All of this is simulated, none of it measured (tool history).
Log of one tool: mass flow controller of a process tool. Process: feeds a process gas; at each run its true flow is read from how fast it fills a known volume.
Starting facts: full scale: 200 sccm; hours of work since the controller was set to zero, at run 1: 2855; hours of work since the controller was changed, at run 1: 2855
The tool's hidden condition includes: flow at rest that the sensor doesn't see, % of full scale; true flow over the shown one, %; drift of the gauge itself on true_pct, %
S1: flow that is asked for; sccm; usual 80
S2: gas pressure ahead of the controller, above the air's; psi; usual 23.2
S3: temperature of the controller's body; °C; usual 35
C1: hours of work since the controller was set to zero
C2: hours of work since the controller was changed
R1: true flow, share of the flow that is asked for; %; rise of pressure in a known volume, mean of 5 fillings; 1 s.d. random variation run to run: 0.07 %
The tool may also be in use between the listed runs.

{"run": 1, "hour": 0.0, "S1": 80, "S2": 23.2, "S3": 35, "C1": 2855, "C2": 2855, "R1": 99.17}
{"run": 2, "hour": 137.4, "S1": 80, "S2": 23.2, "S3": 35, "C1": 2899, "C2": 2899, "R1": 99.2}
{"run": 3, "hour": 303.0, "S1": 164, "S2": 23.2, "S3": 35, "C1": 2953, "C2": 2953, "R1": 100.22}
{"run": 4, "hour": 548.2, "S1": 80, "S2": 24.9, "S3": 35, "C1": 3031, "C2": 3031, "R1": 99.17}
{"run": 5, "hour": 728.1, "S1": 80, "S2": 24.9, "S3": 35, "C1": 3089, "C2": 3089, "R1": 99.34}
{"run": 6, "hour": 843.2, "S1": 80, "S2": 24.9, "S3": 35, "C1": 3126, "C2": 3126, "R1": 99.16}
{"run": 7, "hour": 1074.0, "S1": 80, "S2": 23.2, "S3": 35, "C1": 3200, "C2": 3200, "R1": 99.14}
{"run": 8, "hour": 1266.4, "S1": 80, "S2": 23.2, "S3": 35, "C1": 3262, "C2": 3262, "R1": 99.19}
{"run": 9, "hour": 1490.7, "S1": 80, "S2": 23.2, "S3": 35, "C1": 3334, "C2": 3334, "R1": 99.17}
{"run": 10, "hour": 1732.0, "S1": 80, "S2": 27, "S3": 35, "C1": 3411, "C2": 3411, "R1": 99.08}
{"run": 11, "hour": 1915.7, "S1": 80, "S2": 27, "S3": 35, "C1": 3470, "C2": 3470, "R1": 99.08}
{"run": 12, "hour": 2147.9, "S1": 80, "S2": 36, "S3": 35, "C1": 3544, "C2": 3544, "R1": 98.92}
{"run": 13, "hour": 2281.6, "S1": 80, "S2": 36, "S3": 26, "C1": 3587, "C2": 3587, "R1": 98.43}
{"run": 14, "hour": 2408.2, "S1": 80, "S2": 36, "S3": 26, "C1": 3628, "C2": 3628, "R1": 98.5}
{"run": 15, "hour": 2528.7, "S1": 80, "S2": 36, "S3": 26, "C1": 3667, "C2": 3667, "R1": 98.51}
{"run": 16, "hour": 2750.1, "S1": 88, "S2": 28.6, "S3": 25, "C1": 3738, "C2": 3738, "R1": 98.54}
{"run": 17, "hour": 2947.1, "S1": 88, "S2": 28.6, "S3": 25, "C1": 3801, "C2": 3801, "R1": 98.66}
{"run": 18, "hour": 3180.3, "S1": 88, "S2": 28.6, "S3": 25, "C1": 3876, "C2": 3876, "R1": 98.58}
{"run": 19, "hour": 3376.8, "S1": 88, "S2": 24.9, "S3": 32, "C1": 3939, "C2": 3939, "R1": 99.17}
{"run": 20, "hour": 3493.3, "S1": 70, "S2": 23.2, "S3": 34, "C1": 3976, "C2": 3976, "R1": 99.06}
{"run": 21, "hour": 3715.0, "S1": 70, "S2": 23.2, "S3": 34, "C1": 4047, "C2": 4047, "R1": 98.8}
{"run": 22, "hour": 3931.7, "S1": 70, "S2": 23.2, "S3": 34, "C1": 4117, "C2": 4117, "R1": 98.93}
{"run": 23, "hour": 4142.7, "S1": 65, "S2": 28.7, "S3": 35, "C1": 4185, "C2": 4185, "R1": 98.78}
{"run": 24, "hour": 4324.4, "S1": 80, "S2": 23.2, "S3": 32, "C1": 4243, "C2": 4243, "R1": 99.12}
{"run": 25, "hour": 4538.5, "S1": 80, "S2": 23.2, "S3": 32, "C1": 4312, "C2": 4312, "R1": 99.08}
{"run": 26, "hour": 4768.5, "S1": 64, "S2": 30.9, "S3": 23, "C1": 4385, "C2": 4385, "R1": 98.24}
{"run": 27, "hour": 5010.8, "S1": 63, "S2": 33.9, "S3": 29, "C1": 4463, "C2": 4463, "R1": 98.42}
{"run": 28, "hour": 5127.3, "S1": 63, "S2": 23.6, "S3": 33, "C1": 4501, "C2": 4501, "R1": 98.91}

What if the next run were any one of these 4? Each begins from the tool's condition after run 28:
{"run": "A", "hour": 5357.4, "S1": 57, "S2": 33.8, "S3": 38, "C1": 4574, "C2": 4574, "R1": "?"}
{"run": "B", "hour": 5357.4, "S1": 80, "S2": 30.7, "S3": 35, "C1": 4574, "C2": 4574, "R1": "?"}
{"run": "C", "hour": 5357.4, "S1": 24, "S2": 21.3, "S3": 31, "C1": 4574, "C2": 4574, "R1": "?"}
{"run": "D", "hour": 5357.4, "S1": 80, "S2": 31.5, "S3": 34, "C1": 4574, "C2": 4574, "R1": "?"}

run=A R1=98.84
run=B R1=99.06
run=C R1=98.26
run=D R1=98.86
With no hidden state in the tool, these same runs would have given:
run=A R1=98.85
run=B R1=99.06
run=C R1=98.28
run=D R1=98.87
